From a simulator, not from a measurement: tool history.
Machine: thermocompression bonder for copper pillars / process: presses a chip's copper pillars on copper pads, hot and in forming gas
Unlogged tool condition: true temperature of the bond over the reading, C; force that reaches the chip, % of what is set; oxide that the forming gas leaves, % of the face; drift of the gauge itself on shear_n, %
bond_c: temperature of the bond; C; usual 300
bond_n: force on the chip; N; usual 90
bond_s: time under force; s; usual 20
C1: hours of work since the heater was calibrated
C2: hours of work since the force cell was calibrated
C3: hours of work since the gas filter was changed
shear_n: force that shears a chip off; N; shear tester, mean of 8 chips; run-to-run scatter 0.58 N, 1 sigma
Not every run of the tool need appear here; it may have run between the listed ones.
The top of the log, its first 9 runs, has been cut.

At hour 309.7: forming gas filter changed.
Run 10, hour 336.4: usual settings but bond_n 56 N; C1 317; C2 778; C3 17. Result: shear_n 58.6 N.
Run 11, hour 372.0: usual settings; C1 339; C2 800; C3 39. Result: shear_n 87.2 N.
Run 12, hour 398.9: usual settings; C1 356; C2 817; C3 56. Result: shear_n 86.8 N.
Run 13, hour 437.3: usual settings but bond_n 116 N; C1 380; C2 841; C3 80. Result: shear_n 99.6 N.
Run 14, hour 459.5: usual settings but bond_n 116 N; C1 394; C2 855; C3 94. Result: shear_n 99.3 N.
Run 15, hour 505.5: usual settings but bond_c 328 C; C1 422; C2 884; C3 123. Result: shear_n 100.9 N.
Run 16, hour 528.0: usual settings but bond_c 328 C; C1 437; C2 898; C3 137. Result: shear_n 99.8 N.
Run 17, hour 553.9: usual settings but bond_s 39 s; C1 453; C2 914; C3 153. Result: shear_n 98.2 N.
Run 18, hour 588.8: usual settings but bond_c 327 C, bond_s 14 s; C1 475; C2 936; C3 175. Result: shear_n 94.7 N.
Run 19, hour 637.2: usual settings but bond_c 327 C, bond_s 14 s; C1 505; C2 966; C3 205. Result: shear_n 94.3 N.
Run 20, hour 657.4: usual settings but bond_c 321 C, bond_n 56 N, bond_s 22 s; C1 518; C2 979; C3 218. Result: shear_n 73.4 N.
Run 21, hour 694.2: usual settings but bond_c 321 C, bond_n 56 N, bond_s 22 s; C1 541; C2 1002; C3 241. Result: shear_n 73.2 N.
Run 22, hour 716.0: usual settings but bond_c 301 C, bond_n 95 N, bond_s 27 s; C1 554; C2 1016; C3 254. Result: shear_n 95.2 N.
Run 23, hour 755.3: usual settings but bond_c 294 C, bond_n 122 N, bond_s 28 s; C1 579; C2 1040; C3 279. Result: shear_n 101.7 N.
At hour 787.9: forming gas filter changed.
Run 24, hour 797.2: usual settings but bond_c 294 C, bond_n 122 N, bond_s 28 s; C1 605; C2 1066; C3 6. Result: shear_n 105.0 N.
Run 25, hour 839.5: usual settings but bond_c 294 C, bond_n 122 N, bond_s 28 s; C1 631; C2 1093; C3 32. Result: shear_n 104.6 N.
Run 26, hour 859.0: usual settings but bond_n 55 N; C1 644; C2 1105; C3 45. Result: shear_n 59.2 N.
Run 27, hour 901.2: usual settings but bond_n 104 N; C1 670; C2 1131; C3 71. Result: shear_n 95.9 N.
Run 28, hour 927.2: usual settings but bond_n 104 N; C1 686; C2 1148; C3 87. Result: shear_n 93.7 N.
Run 29, hour 952.2: usual settings but bond_n 104 N; C1 702; C2 1163; C3 103. Result: shear_n 95.9 N.
Run 30, hour 995.4: usual settings but bond_n 104 N; C1 729; C2 1190; C3 130. Result: shear_n 96.2 N.
Run 31, hour 1030.4: usual settings but bond_n 104 N; C1 751; C2 1212; C3 152. Result: shear_n 94.9 N.
Run 32, hour 1065.9: usual settings but bond_n 104 N; C1 773; C2 1234; C3 174. Result: shear_n 95.3 N.
Run 33, hour 1090.6: usual settings but bond_c 330 C, bond_n 62 N, bond_s 13 s; C1 789; C2 1250; C3 190. Result: shear_n 75.0 N.
Run 34, hour 1131.3: usual settings but bond_c 330 C, bond_n 62 N, bond_s 13 s; C1 814; C2 1275; C3 215. Result: shear_n 75.5 N.

Each row is a separate what-if for the run after 34, all from the same tool condition, not one after another. Results?
At hour 1174.4: heater calibrated with a thermocouple chip.
Run A, hour 1176.1: usual settings but bond_c 282 C, bond_n 62 N, bond_s 13 s; C1 1; C2 1302; C3 242. Result: shear_n ?.
At hour 1174.4: heater calibrated with a thermocouple chip.
Run B, hour 1176.1: usual settings but bond_c 310 C, bond_n 132 N, bond_s 13 s; C1 1; C2 1302; C3 242. Result: shear_n ?.
At hour 1174.4: heater calibrated with a thermocouple chip.
Run C, hour 1176.1: usual settings but bond_c 304 C; C1 1; C2 1302; C3 242. Result: shear_n ?.
At hour 1174.4: heater calibrated with a thermocouple chip.
Run D, hour 1176.1: usual settings but bond_c 294 C, bond_n 57 N, bond_s 11 s; C1 1; C2 1302; C3 242. Result: shear_n ?.
At hour 1174.4: heater calibrated with a thermocouple chip.
Run E, hour 1176.1: usual settings but bond_c 292 C, bond_n 104 N, bond_s 11 s; C1 1; C2 1302; C3 242. Result: shear_n ?.

run  shear_n
  A     43.6
  B    100.6
  C     86.0
  D     43.3
  E     75.0
Had the tool no hidden state, the same runs would have come out as:
run  shear_n
  A     42.2
  B    100.8
  C     85.1
  D     41.8
  E     73.6

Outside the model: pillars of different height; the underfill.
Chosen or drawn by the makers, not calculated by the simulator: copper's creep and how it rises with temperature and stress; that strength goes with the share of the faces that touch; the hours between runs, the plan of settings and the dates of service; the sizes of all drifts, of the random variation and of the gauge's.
